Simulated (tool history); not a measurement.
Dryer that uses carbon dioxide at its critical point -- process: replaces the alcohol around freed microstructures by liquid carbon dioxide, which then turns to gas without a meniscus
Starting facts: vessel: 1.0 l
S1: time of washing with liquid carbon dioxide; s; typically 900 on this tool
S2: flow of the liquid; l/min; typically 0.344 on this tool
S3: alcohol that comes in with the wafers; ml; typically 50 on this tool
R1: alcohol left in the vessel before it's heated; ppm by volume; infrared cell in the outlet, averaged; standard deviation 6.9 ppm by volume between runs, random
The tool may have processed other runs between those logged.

run   hour    S1     S2   S3    R1
  1      0   900  0.344   50   442
  2    6.9   900  0.344   50   455
  3   16.8   900  0.344   52   467
  4   23.5  1080  0.344   50   212
  5   29.5  1080  0.344   48   197
  6   37.6   900  0.344   50   461
  7   50.8   900  0.354   50   410
  8   62.3   900  0.354   50   426
  9   74.1   900  0.354   50   421
 10   83.5   900  0.344   55   519
 11     96   900  0.344   50   479
 12  105.7   900  0.344   65   602
 13  112.5   900  0.344   25   254
 14  120.2   900  0.344   25   272
 15  133.9   900  0.344   25   266
 16  141.5   900  0.344   25   273
 17  155.2   900  0.504   50    93
 18  165.8   900  0.344   21   253
 19  171.9   900  0.344   21   240
 20  185.1   900  0.344   58   574
 21    192   720  0.344   58  1376
 22  203.1   720  0.344   58  1380
 23  213.3   720  0.344   58  1394
 24  221.4   720  0.344   58  1422
 25  231.4   720  0.344   58  1404
 26  240.1   720  0.344   21   538
 27  251.8   720  0.317   37  1257
 28  265.2  1440  0.295   63   170
     266.8  -- inlet filter changed
 29  273.5  1440  0.295   63   132
 30  287.2   600  0.554   22   139
 31  298.5   600  0.554   22   154
 32    310   600  0.554   22   146
 33  323.4   600  0.344   30  1100
 34  332.3   600   0.21   28  3994
 35  343.8   600   0.21   28  3991
 36    355   600   0.21   28  3949
 37  365.8  1380  0.522   50    73
 38  372.7  1380  0.522   50    75
 39  382.6   900  0.255   45  1249
 40    394   660  0.378   21   434
 41    403   600  0.383   50  1243
 42  410.1   600  0.383   50  1243
 43  418.6   600  0.383   50  1270
 44  427.8  1080  0.298  101   659
 45  434.9   900  0.514   27    92
 46  445.4   900  0.302   25   397
 47  458.7  1320  0.338   69   143

Alternative continuations, all from the tool just after run 47; predict every row:
  A  469.1   900  0.286   50   ?
  B  469.1   780  0.298   50   ?
  C  469.1  1020  0.344  117   ?

run    R1
  A   899
  B  1282
  C   476
With no hidden state in the tool, these same runs would have given:
run    R1
  A   760
  B  1121
  C   359
